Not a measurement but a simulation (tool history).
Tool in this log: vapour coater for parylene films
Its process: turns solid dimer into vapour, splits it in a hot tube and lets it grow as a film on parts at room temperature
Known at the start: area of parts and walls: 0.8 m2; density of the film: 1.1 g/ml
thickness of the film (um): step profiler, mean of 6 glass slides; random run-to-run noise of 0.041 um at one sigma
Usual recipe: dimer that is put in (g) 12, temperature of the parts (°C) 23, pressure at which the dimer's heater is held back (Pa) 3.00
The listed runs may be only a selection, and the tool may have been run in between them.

| run | hour | dimer that is put in (g) | temperature of the parts (°C) | pressure at which the dimer's heater is held back (Pa) | thickness of the film (um) |
|---|---|---|---|---|---|
| 1 | 0.0 | 12 | 23 | 3.00 | 6.85 |
|  | 14.5 | trap's valve overhauled |
| 2 | 28.8 | 21 | 23 | 3.00 | 13.01 |
| 3 | 39.3 | 21 | 23 | 3.00 | 13.08 |
| 4 | 62.1 | 8 | 23 | 3.00 | 4.96 |
|  | 64.5 | table's thermometer calibrated |
| 5 | 80.7 | 8 | 23 | 3.00 | 4.93 |
| 6 | 101.9 | 8 | 23 | 3.00 | 4.93 |
| 7 | 116.8 | 10 | 24 | 3.00 | 5.95 |
| 8 | 134.8 | 18 | 22 | 3.34 | 11.06 |
|  | 151.0 | table's thermometer calibrated, once more |
| 9 | 160.2 | 18 | 22 | 3.34 | 10.91 |
| 10 | 175.9 | 18 | 22 | 3.34 | 10.90 |

Branching from run 10: 5 alternative next runs. What would each branch give?
| A | 189.3 | 8 | 33 | 8.18 | ? |
| B | 189.3 | 12 | 22 | 3.34 | ? |
| C | 189.3 | 8 | 25 | 8.88 | ? |
| D | 189.3 | 12 | 23 | 5.34 | ? |
| E | 189.3 | 7 | 26 | 11.43 | ? |

| run | thickness of the film (um) |
|---|---|
| A | 3.41 |
| B | 7.25 |
| C | 4.03 |
| D | 6.74 |
| E | 3.37 |
Without the tool's unlogged condition, the same runs would have read:
| run | thickness of the film (um) |
|---|---|
| A | 3.61 |
| B | 7.68 |
| C | 4.26 |
| D | 7.13 |
| E | 3.57 |
